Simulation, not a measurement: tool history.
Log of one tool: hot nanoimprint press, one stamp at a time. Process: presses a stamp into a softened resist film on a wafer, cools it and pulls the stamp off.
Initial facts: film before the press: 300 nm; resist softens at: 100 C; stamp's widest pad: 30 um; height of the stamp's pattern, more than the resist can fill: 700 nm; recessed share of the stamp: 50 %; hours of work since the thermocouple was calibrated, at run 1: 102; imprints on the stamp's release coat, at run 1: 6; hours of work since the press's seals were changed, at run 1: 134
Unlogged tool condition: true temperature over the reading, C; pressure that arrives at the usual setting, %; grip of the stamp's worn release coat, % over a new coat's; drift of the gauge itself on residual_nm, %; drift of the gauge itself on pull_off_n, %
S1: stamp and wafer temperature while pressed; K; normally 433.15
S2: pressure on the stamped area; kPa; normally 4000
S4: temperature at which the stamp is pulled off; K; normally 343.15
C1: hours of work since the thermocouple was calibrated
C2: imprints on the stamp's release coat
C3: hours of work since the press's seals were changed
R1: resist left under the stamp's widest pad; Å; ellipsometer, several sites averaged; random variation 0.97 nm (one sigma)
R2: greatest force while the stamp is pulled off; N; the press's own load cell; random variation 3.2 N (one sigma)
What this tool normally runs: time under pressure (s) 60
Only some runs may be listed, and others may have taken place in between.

run 1 hour=0 | S1=433.15 S2=4000 time_under_pressure_(s)=60 S4=343.15 | C1=102 C2=6 C3=134 | R1=1408 R2=149
run 2 hour=8.2 | S1=433.15 S2=4000 time_under_pressure_(s)=60 S4=343.15 | C1=106 C2=28 C3=139 | R1=1421 R2=156
run 3 hour=18.3 | S1=433.15 S2=4000 time_under_pressure_(s)=101 S4=343.15 | C1=112 C2=56 C3=144 | R1=1134 R2=158
run 4 hour=30.1 | S1=433.15 S2=4000 time_under_pressure_(s)=55 S4=343.15 | C1=118 C2=88 C3=150 | R1=1456 R2=145
run 5 hour=36.5 | S1=433.15 S2=2490 time_under_pressure_(s)=55 S4=343.15 | C1=121 C2=105 C3=154 | R1=1736 R2=154
run 6 hour=47.7 | S1=433.15 S2=4000 time_under_pressure_(s)=82 S4=343.15 | C1=127 C2=136 C3=160 | R1=1259 R2=157
run 7 hour=57.7 | S1=433.15 S2=4000 time_under_pressure_(s)=82 S4=343.15 | C1=133 C2=163 C3=165 | R1=1241 R2=150
run 8 hour=66.8 | S1=433.15 S2=2640 time_under_pressure_(s)=60 S4=343.15 | C1=137 C2=188 C3=170 | R1=1646 R2=156
run 9 hour=73.2 | S1=433.15 S2=4000 time_under_pressure_(s)=48 S4=343.15 | C1=141 C2=205 C3=173 | R1=1549 R2=155
run 10 hour=81.5 | S1=433.15 S2=4000 time_under_pressure_(s)=60 S4=343.15 | C1=145 C2=227 C3=178 | R1=1421 R2=154
run 11 hour=90.8 | S1=433.15 S2=4000 time_under_pressure_(s)=60 S4=343.15 | C1=150 C2=253 C3=183 | R1=1396 R2=157
run 12 hour=98.7 | S1=433.15 S2=4000 time_under_pressure_(s)=60 S4=343.15 | C1=154 C2=274 C3=187 | R1=1417 R2=153
run 13 hour=107 | S1=433.15 S2=3070 time_under_pressure_(s)=47 S4=343.15 | C1=159 C2=297 C3=191 | R1=1711 R2=160
run 14 hour=115.6 | S1=433.15 S2=3070 time_under_pressure_(s)=47 S4=343.15 | C1=163 C2=320 C3=196 | R1=1709 R2=163
run 15 hour=120.8 | S1=433.15 S2=3070 time_under_pressure_(s)=47 S4=343.15 | C1=166 C2=334 C3=199 | R1=1710 R2=162
run 16 hour=131.3 | S1=443.15 S2=2730 time_under_pressure_(s)=40 S4=347.15 | C1=172 C2=363 C3=204 | R1=1109 R2=138
run 17 hour=136.5 | S1=433.15 S2=4900 time_under_pressure_(s)=81 S4=343.15 | C1=175 C2=377 C3=207 | R1=1168 R2=154
run 18 hour=144.7 | S1=433.15 S2=4900 time_under_pressure_(s)=81 S4=343.15 | C1=179 C2=399 C3=211 | R1=1163 R2=157
run 19 hour=152.5 | S1=433.15 S2=4900 time_under_pressure_(s)=81 S4=343.15 | C1=183 C2=420 C3=216 | R1=1172 R2=159
run 20 hour=162.4 | S1=433.15 S2=4900 time_under_pressure_(s)=81 S4=343.15 | C1=188 C2=447 C3=221 | R1=1171 R2=166
run 21 hour=169.9 | S1=423.15 S2=4900 time_under_pressure_(s)=103 S4=343.15 | C1=192 C2=468 C3=225 | R1=1959 R2=162
run 22 hour=180 | S1=423.15 S2=4900 time_under_pressure_(s)=103 S4=343.15 | C1=198 C2=495 C3=230 | R1=1944 R2=164
run 23 hour=185.3 | S1=433.15 S2=4000 time_under_pressure_(s)=67 S4=347.15 | C1=201 C2=510 C3=233 | R1=1383 R2=142

Branching from run 23: 4 alternative next runs. What would each branch give?
run A hour=196.7 | S1=438.15 S2=3480 time_under_pressure_(s)=47 S4=343.15 | C1=207 C2=540 C3=239 | R1=? R2=?
run B hour=196.7 | S1=433.15 S2=3480 time_under_pressure_(s)=37 S4=328.15 | C1=207 C2=540 C3=239 | R1=? R2=?
run C hour=196.7 | S1=432.15 S2=4000 time_under_pressure_(s)=91 S4=350.15 | C1=207 C2=540 C3=239 | R1=? R2=?
run D hour=196.7 | S1=433.15 S2=6190 time_under_pressure_(s)=92 S4=347.15 | C1=207 C2=540 C3=239 | R1=? R2=?

run=A R1=1234 R2=169
run=B R1=1779 R2=223
run=C R1=1282 R2=137
run=D R1=1002 R2=146
The same runs, with their run-to-run variation unchanged, on a tool lacking any hidden condition would have given:
run=A R1=1187 R2=158
run=B R1=1722 R2=210
run=C R1=1229 R2=128
run=D R1=954 R2=136
